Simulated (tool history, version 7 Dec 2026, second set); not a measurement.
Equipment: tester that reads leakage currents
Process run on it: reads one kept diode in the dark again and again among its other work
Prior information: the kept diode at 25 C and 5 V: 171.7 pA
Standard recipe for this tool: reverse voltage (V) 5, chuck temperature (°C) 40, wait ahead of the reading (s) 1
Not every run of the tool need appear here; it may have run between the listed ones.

| run | day | reverse voltage (V) | chuck temperature (°C) | wait ahead of the reading (s) | current that the tester gives (pA) |
|---|---|---|---|---|---|
| 1 | 0 | 5 | 40 | 1 | 495 |
| 2 | 1.667 | 1.11 | 40 | 1 | 233.98 |
| 3 | 2.983 | 1.11 | 40 | 1 | 234.7 |
| 4 | 4.112 | 5 | 27 | 1 | 187.25 |
| 5 | 5.825 | 5 | 27 | 1 | 186.5 |
| 6 | 7.25 | 5 | 27 | 1 | 187.54 |
| 7 | 8.046 | 5 | 27 | 1 | 186.53 |
| 8 | 9.621 | 5 | 27 | 1 | 186.79 |
| 9 | 11.421 | 5 | 40 | 1 | 489.33 |
| 10 | 12.596 | 5 | 40 | 1 | 489.36 |
| 11 | 13.954 | 5 | 40 | 1 | 485.63 |
| 12 | 15.604 | 5 | 40 | 1 | 481.55 |
| 13 | 16.746 | 5 | 40 | 3.33 | 484.2 |
| 14 | 18.6 | 5 | 40 | 1 | 482.69 |
| 15 | 19.821 | 5 | 40 | 1 | 482.93 |
| 16 | 21.525 | 5 | 40 | 1 | 483.2 |
| 17 | 22.375 | 8.52 | 47 | 1 | 1021.5 |
| 18 | 23.671 | 19.83 | 21 | 0.37 | 241.82 |
| 19 | 25.088 | 14.82 | 43 | 1.04 | 1013.55 |
| 20 | 26.367 | 5 | 56 | 1.47 | 1426.97 |
| 21 | 27.179 | 5 | 22 | 1.32 | 124.42 |
| 22 | 28.662 | 5 | 22 | 1.32 | 123.83 |
| 23 | 29.833 | 4.18 | 40 | 1 | 437.07 |
| 24 | 31.65 | 4.18 | 40 | 1 | 437.41 |
| 25 | 33.117 | 4.18 | 40 | 1 | 435.06 |
| 26 | 34.588 | 4.18 | 40 | 1 | 434.16 |
| 27 | 35.771 | 4.19 | 55 | 1 | 1218.3 |
| 28 | 37 | 4.19 | 55 | 1 | 1214.78 |

Branching from run 28: 3 alternative next runs. What would each branch give?
| A | 38.35 | 1.34 | 22 | 1.13 | ? |
| B | 38.35 | 5 | 40 | 0.68 | ? |
| C | 38.35 | 1.65 | 40 | 7.41 | ? |

| run | current that the tester gives (pA) |
|---|---|
| A | 63.02 |
| B | 473.04 |
| C | 274.03 |
With no hidden state in the tool, these same runs would have given:
| run | current that the tester gives (pA) |
|---|---|
| A | 71.02 |
| B | 530.6 |
| C | 308.76 |
